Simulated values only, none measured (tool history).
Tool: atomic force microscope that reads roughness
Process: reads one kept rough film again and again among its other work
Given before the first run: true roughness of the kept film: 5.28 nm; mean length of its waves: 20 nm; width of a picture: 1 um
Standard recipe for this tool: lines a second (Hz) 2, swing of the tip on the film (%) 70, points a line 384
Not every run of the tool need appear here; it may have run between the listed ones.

| run | hour | lines a second (Hz) | swing of the tip on the film (%) | points a line | roughness of the kept film (nm (root mean square)) |
|---|---|---|---|---|---|
| 1 | 0 | 2 | 70 | 384 | 3.49 |
| 2 | 21.5 | 2 | 70 | 384 | 3.458 |
| 3 | 40.5 | 2 | 70 | 384 | 3.453 |
| 4 | 74.4 | 2 | 74 | 384 | 3.389 |
| 5 | 89.7 | 2 | 74 | 384 | 3.396 |
| 6 | 105.1 | 2 | 74 | 384 | 3.384 |
| 7 | 127.6 | 2 | 74 | 384 | 3.388 |
| 8 | 150.9 | 2 | 74 | 384 | 3.377 |
| 9 | 179.4 | 2 | 70 | 376 | 3.461 |
| 10 | 205.6 | 2 | 70 | 376 | 3.458 |
| 11 | 225.7 | 2.36 | 70 | 376 | 3.375 |
| 12 | 256.7 | 2 | 70 | 384 | 3.453 |
| 13 | 283.7 | 2 | 70 | 384 | 3.46 |
| 14 | 319.7 | 2 | 70 | 384 | 3.461 |
| 15 | 340.3 | 2 | 70 | 384 | 3.452 |
| 16 | 358.9 | 2 | 70 | 384 | 3.45 |
| 17 | 377.3 | 2 | 70 | 384 | 3.469 |
| 18 | 401.1 | 2 | 70 | 384 | 3.469 |
| 19 | 424.7 | 2 | 82 | 384 | 3.198 |
| 20 | 459.1 | 2 | 82 | 384 | 3.201 |
| 21 | 474.6 | 2 | 82 | 384 | 3.201 |
| 22 | 491.2 | 2 | 82 | 384 | 3.197 |
| 23 | 524 | 2 | 82 | 384 | 3.219 |
| 24 | 544.1 | 2 | 82 | 384 | 3.226 |
| 25 | 574.2 | 2.03 | 82 | 264 | 3.145 |
| 26 | 606.8 | 2.03 | 82 | 264 | 3.149 |
| 27 | 628.6 | 2.03 | 82 | 264 | 3.166 |
| 28 | 665.5 | 0.67 | 69 | 288 | 3.618 |
| 29 | 683 | 0.88 | 56 | 442 | 3.75 |
| 30 | 706.5 | 0.63 | 71 | 297 | 3.615 |
| 31 | 726.2 | 1.16 | 58 | 442 | 3.697 |
| 32 | 752.8 | 2.83 | 85 | 442 | 2.922 |
| 33 | 786.1 | 0.63 | 85 | 866 | 3.608 |
| 34 | 801.1 | 1.56 | 90 | 442 | 3.156 |

Removed from this log: 4 entries logged between the listed runs. Between which two listed runs does each belong, and how does the tool's hidden state at the listed run before it compare with that at the listed run after it?
Runs 3 to 4: new tip fitted (hour 73.5)
  radius of the tip, nm: 7.2 -> 7
  measured less the result without the state, roughness of the kept film (nm (root mean square)): -0.021 -> -0.001
Runs 13 to 14: new tip fitted (hour 295)
  radius of the tip, nm: 7.2 -> 7
  measured less the result without the state, roughness of the kept film (nm (root mean square)): -0.026 -> -0.003
Runs 22 to 23: new tip fitted (hour 516.2)
  radius of the tip, nm: 7.2 -> 7
  measured less the result without the state, roughness of the kept film (nm (root mean square)): -0.021 -> -0.001
Runs 31 to 32: new tip fitted (hour 737.4)
  radius of the tip, nm: 7.2 -> 7
  measured less the result without the state, roughness of the kept film (nm (root mean square)): -0.026 -> -0.002

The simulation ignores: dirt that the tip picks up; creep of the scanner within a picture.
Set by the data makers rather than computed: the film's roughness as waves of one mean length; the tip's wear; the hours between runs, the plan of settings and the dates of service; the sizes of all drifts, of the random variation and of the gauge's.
